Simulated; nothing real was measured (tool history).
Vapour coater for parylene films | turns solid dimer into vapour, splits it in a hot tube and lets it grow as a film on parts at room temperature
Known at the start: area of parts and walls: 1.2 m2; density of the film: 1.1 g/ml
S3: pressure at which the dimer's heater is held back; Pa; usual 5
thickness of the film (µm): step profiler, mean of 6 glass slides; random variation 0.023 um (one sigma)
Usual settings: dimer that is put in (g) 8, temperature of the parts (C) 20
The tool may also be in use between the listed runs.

{"run": 1, "hour": 0.0, "dimer that is put in (g)": 8, "temperature of the parts (C)": 20, "S3": 5, "thickness of the film (µm)": 3.14}
{"run": 2, "hour": 75.2, "dimer that is put in (g)": 8, "temperature of the parts (C)": 20, "S3": 5, "thickness of the film (µm)": 3.07}
{"run": 3, "hour": 117.5, "dimer that is put in (g)": 8, "temperature of the parts (C)": 20, "S3": 5, "thickness of the film (µm)": 3}
{"run": 4, "hour": 161.2, "dimer that is put in (g)": 8, "temperature of the parts (C)": 20, "S3": 5, "thickness of the film (µm)": 2.99}
{"run": 5, "hour": 241.1, "dimer that is put in (g)": 8, "temperature of the parts (C)": 20, "S3": 5, "thickness of the film (µm)": 2.94}
{"hour": 285.3, "done": "trap's valve overhauled"}
{"run": 6, "hour": 301.6, "dimer that is put in (g)": 8, "temperature of the parts (C)": 20, "S3": 5, "thickness of the film (µm)": 3.2}
{"run": 7, "hour": 341.0, "dimer that is put in (g)": 8, "temperature of the parts (C)": 20, "S3": 5, "thickness of the film (µm)": 3.13}
{"run": 8, "hour": 393.5, "dimer that is put in (g)": 8, "temperature of the parts (C)": 20, "S3": 5, "thickness of the film (µm)": 3.12}
{"run": 9, "hour": 433.5, "dimer that is put in (g)": 8, "temperature of the parts (C)": 20, "S3": 5, "thickness of the film (µm)": 3.02}
{"run": 10, "hour": 490.1, "dimer that is put in (g)": 8, "temperature of the parts (C)": 20, "S3": 5, "thickness of the film (µm)": 2.98}
{"run": 11, "hour": 560.2, "dimer that is put in (g)": 6, "temperature of the parts (C)": 20, "S3": 8.32, "thickness of the film (µm)": 2.02}
{"run": 12, "hour": 640.1, "dimer that is put in (g)": 6, "temperature of the parts (C)": 20, "S3": 8.32, "thickness of the film (µm)": 1.98}
{"hour": 648.0, "done": "trap's valve overhauled"}
{"run": 13, "hour": 695.6, "dimer that is put in (g)": 8, "temperature of the parts (C)": 17, "S3": 10.87, "thickness of the film (µm)": 3.11}
{"run": 14, "hour": 737.9, "dimer that is put in (g)": 8, "temperature of the parts (C)": 17, "S3": 10.87, "thickness of the film (µm)": 3.03}
{"run": 15, "hour": 773.0, "dimer that is put in (g)": 4, "temperature of the parts (C)": 27, "S3": 10.87, "thickness of the film (µm)": 1.07}
{"run": 16, "hour": 847.1, "dimer that is put in (g)": 8, "temperature of the parts (C)": 26, "S3": 8.34, "thickness of the film (µm)": 2.23}
{"run": 17, "hour": 926.1, "dimer that is put in (g)": 4, "temperature of the parts (C)": 31, "S3": 5.83, "thickness of the film (µm)": 0.93}
{"run": 18, "hour": 972.2, "dimer that is put in (g)": 5, "temperature of the parts (C)": 23, "S3": 8.51, "thickness of the film (µm)": 1.45}
{"run": 19, "hour": 1004.7, "dimer that is put in (g)": 8, "temperature of the parts (C)": 20, "S3": 2.64, "thickness of the film (µm)": 3.08}
{"hour": 1013.6, "done": "trap's valve overhauled"}
{"hour": 1040.6, "done": "table's thermometer calibrated"}
{"run": 20, "hour": 1071.4, "dimer that is put in (g)": 8, "temperature of the parts (C)": 21, "S3": 6.27, "thickness of the film (µm)": 3.02}

3 ways to go on from here, each from the tool as it stands after run 20. What would each give?
{"run": "A", "hour": 1127.5, "dimer that is put in (g)": 3, "temperature of the parts (C)": 17, "S3": 2.09, "thickness of the film (µm)": "?"}
{"run": "B", "hour": 1127.5, "dimer that is put in (g)": 4, "temperature of the parts (C)": 12, "S3": 11.96, "thickness of the film (µm)": "?"}
{"run": "C", "hour": 1127.5, "dimer that is put in (g)": 7, "temperature of the parts (C)": 23, "S3": 4.14, "thickness of the film (µm)": "?"}

run=A thickness_of_the_film_(µm)=1.49
run=B thickness_of_the_film_(µm)=1.85
run=C thickness_of_the_film_(µm)=2.53
Without the tool's hidden state the same runs would have given:
run=A thickness_of_the_film_(µm)=1.55
run=B thickness_of_the_film_(µm)=1.93
run=C thickness_of_the_film_(µm)=2.63
